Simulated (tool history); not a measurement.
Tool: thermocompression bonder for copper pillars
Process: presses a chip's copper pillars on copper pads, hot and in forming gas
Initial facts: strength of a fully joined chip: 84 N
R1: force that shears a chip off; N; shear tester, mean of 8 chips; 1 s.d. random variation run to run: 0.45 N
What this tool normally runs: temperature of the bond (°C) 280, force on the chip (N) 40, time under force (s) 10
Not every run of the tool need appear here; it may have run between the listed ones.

run 1 day=0.000 | temperature_of_the_bond_(°C)=280 force_on_the_chip_(N)=40 time_under_force_(s)=10 | R1=47.8
run 2 day=0.271 | temperature_of_the_bond_(°C)=280 force_on_the_chip_(N)=40 time_under_force_(s)=10 | R1=48.6
run 3 day=0.612 | temperature_of_the_bond_(°C)=280 force_on_the_chip_(N)=40 time_under_force_(s)=10 | R1=47.5
run 4 day=0.933 | temperature_of_the_bond_(°C)=280 force_on_the_chip_(N)=40 time_under_force_(s)=10 | R1=47.2
run 5 day=1.267 | temperature_of_the_bond_(°C)=280 force_on_the_chip_(N)=34 time_under_force_(s)=10 | R1=43.8
run 6 day=1.479 | temperature_of_the_bond_(°C)=280 force_on_the_chip_(N)=34 time_under_force_(s)=10 | R1=44.8
run 7 day=1.800 | temperature_of_the_bond_(°C)=280 force_on_the_chip_(N)=34 time_under_force_(s)=10 | R1=44.1
run 8 day=2.179 | temperature_of_the_bond_(°C)=280 force_on_the_chip_(N)=34 time_under_force_(s)=10 | R1=43.4
run 9 day=2.450 | temperature_of_the_bond_(°C)=280 force_on_the_chip_(N)=34 time_under_force_(s)=7 | R1=38.9
run 10 day=2.679 | temperature_of_the_bond_(°C)=280 force_on_the_chip_(N)=30 time_under_force_(s)=10 | R1=41.3
run 11 day=3.067 | temperature_of_the_bond_(°C)=280 force_on_the_chip_(N)=30 time_under_force_(s)=10 | R1=42.1
run 12 day=3.238 | temperature_of_the_bond_(°C)=280 force_on_the_chip_(N)=30 time_under_force_(s)=10 | R1=41.4
run 13 day=3.583 | temperature_of_the_bond_(°C)=280 force_on_the_chip_(N)=30 time_under_force_(s)=10 | R1=41.7
run 14 day=3.775 | temperature_of_the_bond_(°C)=280 force_on_the_chip_(N)=30 time_under_force_(s)=15 | R1=47.2
run 15 day=4.225 | temperature_of_the_bond_(°C)=280 force_on_the_chip_(N)=30 time_under_force_(s)=15 | R1=46.9
run 16 day=4.538 | temperature_of_the_bond_(°C)=280 force_on_the_chip_(N)=30 time_under_force_(s)=15 | R1=46.3
run 17 day=4.908 | temperature_of_the_bond_(°C)=280 force_on_the_chip_(N)=40 time_under_force_(s)=10 | R1=46.3
run 18 day=5.108 | temperature_of_the_bond_(°C)=292 force_on_the_chip_(N)=40 time_under_force_(s)=10 | R1=51.9
run 19 day=5.496 | temperature_of_the_bond_(°C)=280 force_on_the_chip_(N)=40 time_under_force_(s)=17 | R1=53.0
run 20 day=5.867 | temperature_of_the_bond_(°C)=281 force_on_the_chip_(N)=40 time_under_force_(s)=17 | R1=54.7
run 21 day=6.221 | temperature_of_the_bond_(°C)=307 force_on_the_chip_(N)=52 time_under_force_(s)=8 | R1=59.4
run 22 day=6.546 | temperature_of_the_bond_(°C)=307 force_on_the_chip_(N)=35 time_under_force_(s)=8 | R1=53.3
run 23 day=6.871 | temperature_of_the_bond_(°C)=307 force_on_the_chip_(N)=35 time_under_force_(s)=8 | R1=53.8
run 24 day=7.042 | temperature_of_the_bond_(°C)=280 force_on_the_chip_(N)=40 time_under_force_(s)=7 | R1=42.0
run 25 day=7.254 | temperature_of_the_bond_(°C)=280 force_on_the_chip_(N)=40 time_under_force_(s)=7 | R1=41.1
run 26 day=7.500 | temperature_of_the_bond_(°C)=280 force_on_the_chip_(N)=40 time_under_force_(s)=7 | R1=41.6
run 27 day=7.842 | temperature_of_the_bond_(°C)=288 force_on_the_chip_(N)=32 time_under_force_(s)=5 | R1=36.9
run 28 day=8.046 | temperature_of_the_bond_(°C)=288 force_on_the_chip_(N)=32 time_under_force_(s)=5 | R1=36.9
run 29 day=8.450 | temperature_of_the_bond_(°C)=288 force_on_the_chip_(N)=32 time_under_force_(s)=5 | R1=36.7
run 30 day=8.812 | temperature_of_the_bond_(°C)=288 force_on_the_chip_(N)=32 time_under_force_(s)=5 | R1=36.7
run 31 day=9.042 | temperature_of_the_bond_(°C)=250 force_on_the_chip_(N)=40 time_under_force_(s)=11 | R1=33.8
run 32 day=9.317 | temperature_of_the_bond_(°C)=284 force_on_the_chip_(N)=58 time_under_force_(s)=11 | R1=60.5
run 33 day=9.521 | temperature_of_the_bond_(°C)=284 force_on_the_chip_(N)=58 time_under_force_(s)=11 | R1=60.0
run 34 day=9.708 | temperature_of_the_bond_(°C)=284 force_on_the_chip_(N)=58 time_under_force_(s)=11 | R1=60.1
run 35 day=9.904 | temperature_of_the_bond_(°C)=308 force_on_the_chip_(N)=25 time_under_force_(s)=10 | R1=54.9
run 36 day=10.267 | temperature_of_the_bond_(°C)=308 force_on_the_chip_(N)=25 time_under_force_(s)=10 | R1=54.4
run 37 day=10.675 | temperature_of_the_bond_(°C)=308 force_on_the_chip_(N)=31 time_under_force_(s)=7 | R1=52.8
run 38 day=11.092 | temperature_of_the_bond_(°C)=295 force_on_the_chip_(N)=42 time_under_force_(s)=24 | R1=69.3
run 39 day=11.454 | temperature_of_the_bond_(°C)=295 force_on_the_chip_(N)=42 time_under_force_(s)=24 | R1=69.9

Taken out of this log: 3 entries between the listed runs. Where each belongs, and how the hidden state differs across it:
Logged between run 14 and run 15: heater calibrated with a thermocouple chip (day 3.896)
  true temperature of the bond over the reading, C: -3.8 -> -4.7; oxide that the forming gas leaves, % of the face: 4.96 -> 5.15
  what was measured, less what the result would be without the hidden state, R1: -4.7 -> -5.1 N
Logged between run 21 and run 22: heater calibrated with a thermocouple chip, once more (day 6.412)
  true temperature of the bond over the reading, C: -5 -> -1.5; oxide that the forming gas leaves, % of the face: 6.13 -> 6.25
  what was measured, less what the result would be without the hidden state, R1: -6.2 -> -4.4 N
Logged between run 31 and run 32: forming gas filter changed (day 9.304)
  force that reaches the chip, % of what is set: 97.5 -> 97.4; oxide that the forming gas leaves, % of the face: 7.5 -> 0.57
  what was measured, less what the result would be without the hidden state, R1: -4.0 -> -1.5 N
